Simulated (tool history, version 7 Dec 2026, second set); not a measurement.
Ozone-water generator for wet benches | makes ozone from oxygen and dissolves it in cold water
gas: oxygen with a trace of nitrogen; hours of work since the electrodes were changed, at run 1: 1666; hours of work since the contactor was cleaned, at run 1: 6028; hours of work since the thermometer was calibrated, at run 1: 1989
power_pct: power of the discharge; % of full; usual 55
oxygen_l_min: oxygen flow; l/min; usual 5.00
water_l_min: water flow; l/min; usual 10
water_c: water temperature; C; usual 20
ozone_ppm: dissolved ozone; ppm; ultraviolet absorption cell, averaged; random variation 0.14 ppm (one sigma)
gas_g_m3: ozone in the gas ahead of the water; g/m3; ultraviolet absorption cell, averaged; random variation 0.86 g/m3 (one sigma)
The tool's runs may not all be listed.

run,day,power_pct,oxygen_l_min,water_l_min,water_c,hours of work since the electrodes were changed,hours of work since the contactor was cleaned,hours of work since the thermometer was calibrated,ozone_ppm,gas_g_m3
1,0.000,55,5.00,10,20,1666,6028,1989,15.5,134.6
2,7.079,55,5.00,10,20,1782,6144,2104,15.4,132.0
3,13.612,55,5.00,10,20,1889,6251,2211,15.5,131.9
4,18.200,55,5.00,10,20,1964,6326,2286,15.4,132.8
5,23.242,55,5.00,10,20,2046,6409,2369,15.2,132.5
6,28.142,55,5.00,10,20,2126,6489,2449,15.4,132.3
7,34.050,55,5.00,10,20,2223,6585,2546,15.3,131.2
8,38.208,55,5.00,10,16,2291,6653,2614,16.4,131.3
9,45.946,55,5.00,10,20,2417,6780,2740,15.2,129.5
10,52.012,55,5.00,10,20,2517,6879,2839,15.0,131.0
11,55.904,78,5.00,10,20,2580,6943,2903,18.2,159.2
12,62.067,54,8.38,11,15,2681,7044,3004,15.6,109.1
13,67.938,54,8.38,11,15,2777,7140,3100,15.5,108.7
# day 68.758: contactor cleaned
14,73.592,54,8.38,11,15,2867,79,3190,14.9,108.0
15,81.475,47,5.05,9,17,2996,208,3319,15.1,117.4

Run 16 comes next. What will it give?
# day 85.779: contactor cleaned, once more
16,89.154,47,5.05,9,17,3119,55,3442,?,?

ozone_ppm: 16.9 ppm
gas_g_m3: 117.1 g/m3
Without the tool's hidden state the same run would have given ozone_ppm 18.2 ppm, gas_g_m3 125.3 g/m3.

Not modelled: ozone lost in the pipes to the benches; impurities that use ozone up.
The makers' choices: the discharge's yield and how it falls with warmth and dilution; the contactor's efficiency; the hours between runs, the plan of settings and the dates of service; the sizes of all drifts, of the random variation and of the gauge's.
